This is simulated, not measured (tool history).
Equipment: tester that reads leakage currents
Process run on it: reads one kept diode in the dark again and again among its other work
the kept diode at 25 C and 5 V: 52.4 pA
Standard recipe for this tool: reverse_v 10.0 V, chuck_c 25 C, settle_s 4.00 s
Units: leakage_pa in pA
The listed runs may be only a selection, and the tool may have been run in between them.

run	day	reverse_v	chuck_c	settle_s	leakage_pa
1	0.000	10.0	25	4.00	84.08
2	3.262	10.0	25	4.00	84.76
3	6.454	10.0	25	4.00	85.79
# day 13.417: chuck's temperature calibrated
4	14.071	1.3	25	4.00	43.13
5	17.712	1.3	25	4.00	43.46
6	22.346	1.3	25	4.00	43.73
# day 27.212: chuck's temperature calibrated, once more
7	27.212	1.3	25	4.00	33.63
8	33.212	1.3	25	4.00	34.44
9	39.783	10.0	25	4.00	79.34
10	47.192	10.0	25	4.00	81.48
11	54.079	10.0	25	4.00	84.42
12	60.708	10.0	25	4.00	85.49
13	64.142	10.0	25	4.00	86.99
14	69.112	10.0	25	4.00	88.54
15	76.729	1.9	26	3.43	48.87
16	81.433	9.8	25	1.24	92.81
# day 88.229: chuck's temperature calibrated
17	88.808	5.3	27	0.72	72.48
18	93.608	1.7	27	6.39	45.41
# day 96.275: probe card cleaned and baked
19	101.462	3.3	31	9.12	75.24

Consider 5 possible next runs. They are alternatives, not a sequence: every one starts from the tool as it was left by run 19. What does each give?
A	104.683	13.4	35	1.94	?
B	104.683	10.0	37	4.00	?
C	104.683	3.0	33	9.12	?
D	104.683	4.5	34	1.24	?
E	104.683	12.5	26	9.12	?

run	leakage_pa
A	170.63
B	174.74
C	85.59
D	106.43
E	85.46
Stripped of hidden state, with their random variation kept, the same runs would have yielded:
run	leakage_pa
A	158.58
B	162.73
C	79.73
D	99.15
E	78.73
